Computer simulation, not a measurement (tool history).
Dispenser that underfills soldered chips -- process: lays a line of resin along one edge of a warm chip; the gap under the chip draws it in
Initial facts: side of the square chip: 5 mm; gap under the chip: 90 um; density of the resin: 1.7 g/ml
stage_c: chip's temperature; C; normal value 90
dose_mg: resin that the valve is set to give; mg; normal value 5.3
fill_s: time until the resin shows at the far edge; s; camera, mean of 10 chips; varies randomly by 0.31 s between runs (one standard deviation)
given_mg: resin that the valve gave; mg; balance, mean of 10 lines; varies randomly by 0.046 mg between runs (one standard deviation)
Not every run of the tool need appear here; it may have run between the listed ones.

run 1 hour=0 | stage_c=90 dose_mg=5.3 | fill_s=11.7 given_mg=4.91
-- hour=1 new syringe of resin
-- hour=3.9 dispensing valve cleaned and set on the balance
run 2 hour=5.6 | stage_c=90 dose_mg=5.3 | fill_s=5.7 given_mg=5.25
run 3 hour=11.8 | stage_c=90 dose_mg=5.3 | fill_s=8.1 given_mg=5.26
run 4 hour=17.4 | stage_c=102 dose_mg=5.3 | fill_s=6.3 given_mg=5.3
-- hour=22 new syringe of resin
run 5 hour=26.3 | stage_c=90 dose_mg=5.3 | fill_s=6.8 given_mg=5.26
run 6 hour=30.9 | stage_c=90 dose_mg=5.3 | fill_s=8.3 given_mg=5.21
run 7 hour=38.7 | stage_c=90 dose_mg=5.3 | fill_s=10.8 given_mg=5.22
-- hour=42.1 new syringe of resin
run 8 hour=44.7 | stage_c=90 dose_mg=5.16 | fill_s=6.3 given_mg=5.02
run 9 hour=52.3 | stage_c=90 dose_mg=5.16 | fill_s=8.2 given_mg=5.03
run 10 hour=56.7 | stage_c=90 dose_mg=5.16 | fill_s=9.8 given_mg=5
run 11 hour=61.1 | stage_c=79 dose_mg=5.3 | fill_s=18.5 given_mg=5.2
-- hour=62.5 new syringe of resin
run 12 hour=67.8 | stage_c=84 dose_mg=5.31 | fill_s=9.2 given_mg=5.17
run 13 hour=72.6 | stage_c=84 dose_mg=5.31 | fill_s=10.4 given_mg=5.04

Branching from run 13: 4 alternative next runs. What would each branch give?
run A hour=76.3 | stage_c=94 dose_mg=5.45 | fill_s=? given_mg=?
run B hour=76.3 | stage_c=86 dose_mg=6.04 | fill_s=? given_mg=?
run C hour=76.3 | stage_c=87 dose_mg=4.9 | fill_s=? given_mg=?
run D hour=76.3 | stage_c=75 dose_mg=6.6 | fill_s=? given_mg=?

run=A fill_s=8.5 given_mg=5.26
run=B fill_s=10.9 given_mg=5.76
run=C fill_s=10.6 given_mg=4.75
run=D fill_s=17.3 given_mg=6.38
Take away the tool's hidden state, keep each run's random variation, and the runs would have read:
run=A fill_s=5.2 given_mg=5.43
run=B fill_s=6.5 given_mg=5.96
run=C fill_s=6.1 given_mg=4.91
run=D fill_s=10.5 given_mg=6.59

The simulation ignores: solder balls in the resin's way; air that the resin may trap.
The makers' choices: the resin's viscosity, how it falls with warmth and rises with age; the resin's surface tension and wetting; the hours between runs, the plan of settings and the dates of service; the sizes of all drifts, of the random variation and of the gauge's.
